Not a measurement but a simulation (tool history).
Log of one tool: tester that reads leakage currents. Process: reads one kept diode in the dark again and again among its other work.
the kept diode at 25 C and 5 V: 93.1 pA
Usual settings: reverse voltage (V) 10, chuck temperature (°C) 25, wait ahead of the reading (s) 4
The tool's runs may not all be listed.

run,hour,reverse voltage (V),chuck temperature (°C),wait ahead of the reading (s),current that the tester gives (pA)
1,0,10,25,4,139.68
2,38.8,10,25,4,139.85
3,69.8,10,25,4,139.74
4,114.8,10,25,4,139.99
5,147,10,25,4,139.59
6,177.1,10,25,4,140.47
7,207.9,10,25,4,139.13
8,253.9,10,25,4,139.98
9,307,10,25,0.48,143.39
10,363.9,1,51,0.53,353.21
11,433,2,58,0.72,918.88
12,485.2,2,58,0.72,919.77
13,528.5,2,58,0.72,921.7
14,599,2,58,0.72,914.82
15,660.8,11.5,32,0.72,292.72
16,732.7,9.6,56,0.73,1954.89
17,768.1,13.8,23,5.41,139.42
18,837.4,4.8,48,4,692.5

Not shown: 2 entries that the log had between the listed runs. Between which runs, and how does the tool's hidden state differ before and after?
Between runs 13 and 14: probe card cleaned and baked (hour 586.8)
  stray current of the dirty probe card, pA a volt: 0.03 -> 0.02
  measured less the result without the state, current that the tester gives (pA): -0.6 -> -0.67
Between runs 17 and 18: chuck's temperature calibrated (hour 801)
  true chuck temperature over the reading, C: -0.01 -> 0
  measured less the result without the state, current that the tester gives (pA): -0.14 -> +0

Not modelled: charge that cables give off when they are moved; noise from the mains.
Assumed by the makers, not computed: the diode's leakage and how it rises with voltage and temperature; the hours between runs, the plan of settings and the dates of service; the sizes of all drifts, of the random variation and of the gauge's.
